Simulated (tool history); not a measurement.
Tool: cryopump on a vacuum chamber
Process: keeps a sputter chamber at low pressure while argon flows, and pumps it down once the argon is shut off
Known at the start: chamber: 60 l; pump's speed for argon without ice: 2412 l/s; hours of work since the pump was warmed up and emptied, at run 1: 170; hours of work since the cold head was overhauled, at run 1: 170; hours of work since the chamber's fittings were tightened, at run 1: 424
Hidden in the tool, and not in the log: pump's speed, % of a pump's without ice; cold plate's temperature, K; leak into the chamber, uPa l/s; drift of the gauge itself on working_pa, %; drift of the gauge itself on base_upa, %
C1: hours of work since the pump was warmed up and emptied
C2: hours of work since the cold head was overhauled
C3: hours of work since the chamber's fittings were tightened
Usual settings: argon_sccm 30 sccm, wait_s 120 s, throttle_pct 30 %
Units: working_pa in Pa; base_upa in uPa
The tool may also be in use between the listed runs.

run 1 day=0 | argon_sccm=30 wait_s=120 throttle_pct=30 | C1=170 C2=170 C3=424 | working_pa=0.0707 base_upa=0.61
run 2 day=0.575 | argon_sccm=30 wait_s=120 throttle_pct=30 | C1=182 C2=182 C3=435 | working_pa=0.0712 base_upa=0.63
run 3 day=0.967 | argon_sccm=30 wait_s=65 throttle_pct=30 | C1=190 C2=190 C3=444 | working_pa=0.0713 base_upa=1.02
run 4 day=1.729 | argon_sccm=30 wait_s=65 throttle_pct=30 | C1=206 C2=206 C3=459 | working_pa=0.0713 base_upa=1.01
run 5 day=2.312 | argon_sccm=30 wait_s=120 throttle_pct=16 | C1=218 C2=218 C3=471 | working_pa=0.1332 base_upa=0.63
run 6 day=3.033 | argon_sccm=30 wait_s=120 throttle_pct=16 | C1=233 C2=233 C3=486 | working_pa=0.133 base_upa=0.64
run 7 day=3.758 | argon_sccm=30 wait_s=120 throttle_pct=16 | C1=248 C2=248 C3=501 | working_pa=0.1338 base_upa=0.69
run 8 day=4.183 | argon_sccm=30 wait_s=120 throttle_pct=16 | C1=257 C2=257 C3=510 | working_pa=0.133 base_upa=0.68
run 9 day=5.004 | argon_sccm=30 wait_s=120 throttle_pct=16 | C1=274 C2=274 C3=527 | working_pa=0.1331 base_upa=0.67
run 10 day=5.683 | argon_sccm=30 wait_s=120 throttle_pct=16 | C1=288 C2=288 C3=541 | working_pa=0.1343 base_upa=0.64
run 11 day=6.446 | argon_sccm=30 wait_s=120 throttle_pct=19 | C1=304 C2=304 C3=557 | working_pa=0.1134 base_upa=0.68
run 12 day=6.804 | argon_sccm=30 wait_s=120 throttle_pct=30 | C1=311 C2=311 C3=564 | working_pa=0.0732 base_upa=0.67
run 13 day=7.342 | argon_sccm=30 wait_s=33 throttle_pct=30 | C1=322 C2=322 C3=575 | working_pa=0.0733 base_upa=1.83
run 14 day=8.067 | argon_sccm=21 wait_s=120 throttle_pct=30 | C1=337 C2=337 C3=590 | working_pa=0.0503 base_upa=0.68
run 15 day=8.783 | argon_sccm=26 wait_s=28 throttle_pct=35 | C1=352 C2=352 C3=605 | working_pa=0.0548 base_upa=2.13
run 16 day=9.567 | argon_sccm=26 wait_s=28 throttle_pct=35 | C1=368 C2=368 C3=621 | working_pa=0.054 base_upa=2.11
run 17 day=10.071 | argon_sccm=26 wait_s=28 throttle_pct=35 | C1=379 C2=379 C3=632 | working_pa=0.0555 base_upa=2.06
run 18 day=10.712 | argon_sccm=26 wait_s=28 throttle_pct=25 | C1=392 C2=392 C3=645 | working_pa=0.076 base_upa=2.09
run 19 day=11.096 | argon_sccm=30 wait_s=66 throttle_pct=49 | C1=400 C2=400 C3=653 | working_pa=0.0472 base_upa=1.03
run 20 day=11.525 | argon_sccm=14 wait_s=67 throttle_pct=47 | C1=409 C2=409 C3=662 | working_pa=0.0224 base_upa=1.05
run 21 day=12.108 | argon_sccm=14 wait_s=67 throttle_pct=47 | C1=421 C2=421 C3=674 | working_pa=0.0218 base_upa=1.02
run 22 day=12.504 | argon_sccm=50 wait_s=63 throttle_pct=20 | C1=429 C2=429 C3=682 | working_pa=0.1823 base_upa=1.1
run 23 day=13.1 | argon_sccm=50 wait_s=59 throttle_pct=20 | C1=441 C2=441 C3=694 | working_pa=0.1817 base_upa=1.15
run 24 day=13.925 | argon_sccm=30 wait_s=68 throttle_pct=25 | C1=458 C2=458 C3=711 | working_pa=0.089 base_upa=1.03
run 25 day=14.562 | argon_sccm=38 wait_s=76 throttle_pct=41 | C1=471 C2=471 C3=725 | working_pa=0.0716 base_upa=0.92
run 26 day=15.033 | argon_sccm=38 wait_s=76 throttle_pct=41 | C1=481 C2=481 C3=734 | working_pa=0.0703 base_upa=0.95
-- day=15.388 pump warmed up, emptied and cooled again
run 27 day=15.767 | argon_sccm=29 wait_s=23 throttle_pct=37 | C1=8 C2=492 C3=745 | working_pa=0.056 base_upa=2.55
run 28 day=16.204 | argon_sccm=21 wait_s=120 throttle_pct=24 | C1=17 C2=501 C3=754 | working_pa=0.0619 base_upa=0.68

3 ways to go on from here, each from the tool as it stands after run 28. What would each give?
run A day=16.771 | argon_sccm=27 wait_s=57 throttle_pct=58 | C1=29 C2=513 C3=766 | working_pa=? base_upa=?
run B day=16.771 | argon_sccm=33 wait_s=28 throttle_pct=24 | C1=29 C2=513 C3=766 | working_pa=? base_upa=?
run C day=16.771 | argon_sccm=21 wait_s=29 throttle_pct=24 | C1=29 C2=513 C3=766 | working_pa=? base_upa=?

run=A working_pa=0.0336 base_upa=1.19
run=B working_pa=0.0969 base_upa=2.14
run=C working_pa=0.0623 base_upa=2.03
Without the tool's hidden state the same runs would have given:
run=A working_pa=0.0332 base_upa=1.07
run=B working_pa=0.0965 base_upa=2.02
run=C working_pa=0.062 base_upa=1.91

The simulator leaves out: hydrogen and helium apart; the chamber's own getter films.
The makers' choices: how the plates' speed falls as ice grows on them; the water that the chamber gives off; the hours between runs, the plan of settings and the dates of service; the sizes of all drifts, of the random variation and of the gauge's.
